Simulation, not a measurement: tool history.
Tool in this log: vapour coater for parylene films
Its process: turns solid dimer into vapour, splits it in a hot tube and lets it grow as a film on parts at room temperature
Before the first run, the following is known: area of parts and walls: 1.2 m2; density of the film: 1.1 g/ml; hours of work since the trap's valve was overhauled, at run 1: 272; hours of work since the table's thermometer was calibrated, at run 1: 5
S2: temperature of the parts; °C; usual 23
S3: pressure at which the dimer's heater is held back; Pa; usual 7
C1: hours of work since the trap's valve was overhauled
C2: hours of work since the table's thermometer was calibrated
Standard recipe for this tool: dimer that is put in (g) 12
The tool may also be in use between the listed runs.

run 1 hour=0 | dimer_that_is_put_in_(g)=12 S2=23 S3=7 | C1=272 C2=5 | thickness_of_the_film_(nm)=4610
run 2 hour=40.2 | dimer_that_is_put_in_(g)=12 S2=23 S3=7 | C1=296 C2=29 | thickness_of_the_film_(nm)=4450
run 3 hour=74.9 | dimer_that_is_put_in_(g)=12 S2=23 S3=4.62 | C1=318 C2=50 | thickness_of_the_film_(nm)=4860
run 4 hour=108 | dimer_that_is_put_in_(g)=12 S2=19 S3=4.62 | C1=338 C2=71 | thickness_of_the_film_(nm)=5340
-- hour=118.3 trap's valve overhauled
run 5 hour=165.8 | dimer_that_is_put_in_(g)=12 S2=19 S3=4.62 | C1=29 C2=104 | thickness_of_the_film_(nm)=5310
run 6 hour=201.4 | dimer_that_is_put_in_(g)=12 S2=19 S3=4.62 | C1=51 C2=125 | thickness_of_the_film_(nm)=5180
run 7 hour=224.9 | dimer_that_is_put_in_(g)=12 S2=19 S3=4.62 | C1=65 C2=140 | thickness_of_the_film_(nm)=5280
run 8 hour=261.8 | dimer_that_is_put_in_(g)=12 S2=19 S3=4.62 | C1=88 C2=162 | thickness_of_the_film_(nm)=5250
run 9 hour=286.5 | dimer_that_is_put_in_(g)=12 S2=19 S3=4.62 | C1=103 C2=177 | thickness_of_the_film_(nm)=5360
run 10 hour=329.8 | dimer_that_is_put_in_(g)=12 S2=23 S3=7 | C1=129 C2=204 | thickness_of_the_film_(nm)=4590
run 11 hour=356.9 | dimer_that_is_put_in_(g)=12 S2=23 S3=7 | C1=146 C2=220 | thickness_of_the_film_(nm)=4530
run 12 hour=393.1 | dimer_that_is_put_in_(g)=12 S2=23 S3=7 | C1=168 C2=242 | thickness_of_the_film_(nm)=4530
run 13 hour=437.4 | dimer_that_is_put_in_(g)=12 S2=23 S3=7 | C1=195 C2=269 | thickness_of_the_film_(nm)=4600
run 14 hour=490.8 | dimer_that_is_put_in_(g)=12 S2=24 S3=7 | C1=228 C2=302 | thickness_of_the_film_(nm)=4500
run 15 hour=531.1 | dimer_that_is_put_in_(g)=12 S2=24 S3=7 | C1=252 C2=327 | thickness_of_the_film_(nm)=4400
run 16 hour=568.7 | dimer_that_is_put_in_(g)=12 S2=24 S3=7 | C1=275 C2=350 | thickness_of_the_film_(nm)=4510
run 17 hour=610.7 | dimer_that_is_put_in_(g)=12 S2=24 S3=7 | C1=301 C2=375 | thickness_of_the_film_(nm)=4460
run 18 hour=655.8 | dimer_that_is_put_in_(g)=12 S2=20 S3=7 | C1=328 C2=403 | thickness_of_the_film_(nm)=4850
-- hour=683.3 trap's valve overhauled
run 19 hour=702.3 | dimer_that_is_put_in_(g)=12 S2=20 S3=7 | C1=12 C2=429 | thickness_of_the_film_(nm)=4820
run 20 hour=741.5 | dimer_that_is_put_in_(g)=12 S2=20 S3=7 | C1=36 C2=453 | thickness_of_the_film_(nm)=4910
run 21 hour=786.3 | dimer_that_is_put_in_(g)=12 S2=23 S3=7 | C1=63 C2=480 | thickness_of_the_film_(nm)=4700
run 22 hour=829.5 | dimer_that_is_put_in_(g)=9 S2=23 S3=7 | C1=89 C2=507 | thickness_of_the_film_(nm)=3420
run 23 hour=864.6 | dimer_that_is_put_in_(g)=9 S2=23 S3=7 | C1=111 C2=528 | thickness_of_the_film_(nm)=3390
run 24 hour=905.3 | dimer_that_is_put_in_(g)=9 S2=23 S3=7 | C1=136 C2=553 | thickness_of_the_film_(nm)=3460
run 25 hour=948.8 | dimer_that_is_put_in_(g)=12 S2=27 S3=4.39 | C1=162 C2=579 | thickness_of_the_film_(nm)=4530
run 26 hour=974.2 | dimer_that_is_put_in_(g)=8 S2=22 S3=7.52 | C1=178 C2=595 | thickness_of_the_film_(nm)=3060
run 27 hour=1012.8 | dimer_that_is_put_in_(g)=12 S2=29 S3=3.93 | C1=201 C2=618 | thickness_of_the_film_(nm)=4400
run 28 hour=1042.3 | dimer_that_is_put_in_(g)=20 S2=15 S3=11.6 | C1=219 C2=636 | thickness_of_the_film_(nm)=8310
run 29 hour=1090.9 | dimer_that_is_put_in_(g)=12 S2=17 S3=7 | C1=249 C2=666 | thickness_of_the_film_(nm)=5150
run 30 hour=1126.6 | dimer_that_is_put_in_(g)=12 S2=17 S3=7 | C1=271 C2=688 | thickness_of_the_film_(nm)=5100
run 31 hour=1171.9 | dimer_that_is_put_in_(g)=12 S2=17 S3=7 | C1=299 C2=716 | thickness_of_the_film_(nm)=5070
run 32 hour=1207.8 | dimer_that_is_put_in_(g)=12 S2=17 S3=7 | C1=320 C2=738 | thickness_of_the_film_(nm)=5150
-- hour=1247.8 trap's valve overhauled
run 33 hour=1247.8 | dimer_that_is_put_in_(g)=6 S2=23 S3=3.1 | C1=0 C2=760 | thickness_of_the_film_(nm)=2610
run 34 hour=1279.2 | dimer_that_is_put_in_(g)=6 S2=23 S3=10.84 | C1=19 C2=779 | thickness_of_the_film_(nm)=2140
run 35 hour=1320 | dimer_that_is_put_in_(g)=12 S2=23 S3=9.72 | C1=44 C2=804 | thickness_of_the_film_(nm)=4280
run 36 hour=1354.5 | dimer_that_is_put_in_(g)=7 S2=23 S3=7 | C1=65 C2=825 | thickness_of_the_film_(nm)=2680
run 37 hour=1398 | dimer_that_is_put_in_(g)=19 S2=19 S3=2.99 | C1=92 C2=851 | thickness_of_the_film_(nm)=8990
run 38 hour=1441.3 | dimer_that_is_put_in_(g)=12 S2=33 S3=7 | C1=118 C2=878 | thickness_of_the_film_(nm)=3780
run 39 hour=1490.6 | dimer_that_is_put_in_(g)=12 S2=33 S3=7 | C1=148 C2=908 | thickness_of_the_film_(nm)=3720
run 40 hour=1521.6 | dimer_that_is_put_in_(g)=12 S2=19 S3=7 | C1=167 C2=927 | thickness_of_the_film_(nm)=4830
run 41 hour=1560.3 | dimer_that_is_put_in_(g)=12 S2=19 S3=7 | C1=191 C2=950 | thickness_of_the_film_(nm)=4860
run 42 hour=1595 | dimer_that_is_put_in_(g)=12 S2=20 S3=2.84 | C1=212 C2=972 | thickness_of_the_film_(nm)=5540
run 43 hour=1640.8 | dimer_that_is_put_in_(g)=12 S2=20 S3=2.84 | C1=240 C2=1000 | thickness_of_the_film_(nm)=5600
run 44 hour=1686 | dimer_that_is_put_in_(g)=12 S2=20 S3=2.84 | C1=268 C2=1027 | thickness_of_the_film_(nm)=5600
run 45 hour=1738.3 | dimer_that_is_put_in_(g)=12 S2=24 S3=6.34 | C1=300 C2=1059 | thickness_of_the_film_(nm)=4460
run 46 hour=1764.2 | dimer_that_is_put_in_(g)=20 S2=21 S3=2.15 | C1=315 C2=1075 | thickness_of_the_film_(nm)=9450
-- hour=1811.1 trap's valve overhauled
run 47 hour=1811.1 | dimer_that_is_put_in_(g)=12 S2=28 S3=8.78 | C1=0 C2=1101 | thickness_of_the_film_(nm)=4080

Predict each of these 4 candidate next runs independently; none follows another, all start after run 47:
run A hour=1855.5 | dimer_that_is_put_in_(g)=14 S2=25 S3=7 | C1=27 C2=1128 | thickness_of_the_film_(nm)=?
run B hour=1855.5 | dimer_that_is_put_in_(g)=12 S2=17 S3=8.78 | C1=27 C2=1128 | thickness_of_the_film_(nm)=?
run C hour=1855.5 | dimer_that_is_put_in_(g)=12 S2=28 S3=2.02 | C1=27 C2=1128 | thickness_of_the_film_(nm)=?
run D hour=1855.5 | dimer_that_is_put_in_(g)=13 S2=20 S3=10.92 | C1=27 C2=1128 | thickness_of_the_film_(nm)=?

run=A thickness_of_the_film_(nm)=5110
run=B thickness_of_the_film_(nm)=4910
run=C thickness_of_the_film_(nm)=5010
run=D thickness_of_the_film_(nm)=4810
With no hidden state in the tool, these same runs would have given:
run=A thickness_of_the_film_(nm)=5120
run=B thickness_of_the_film_(nm)=4920
run=C thickness_of_the_film_(nm)=5010
run=D thickness_of_the_film_(nm)=4810
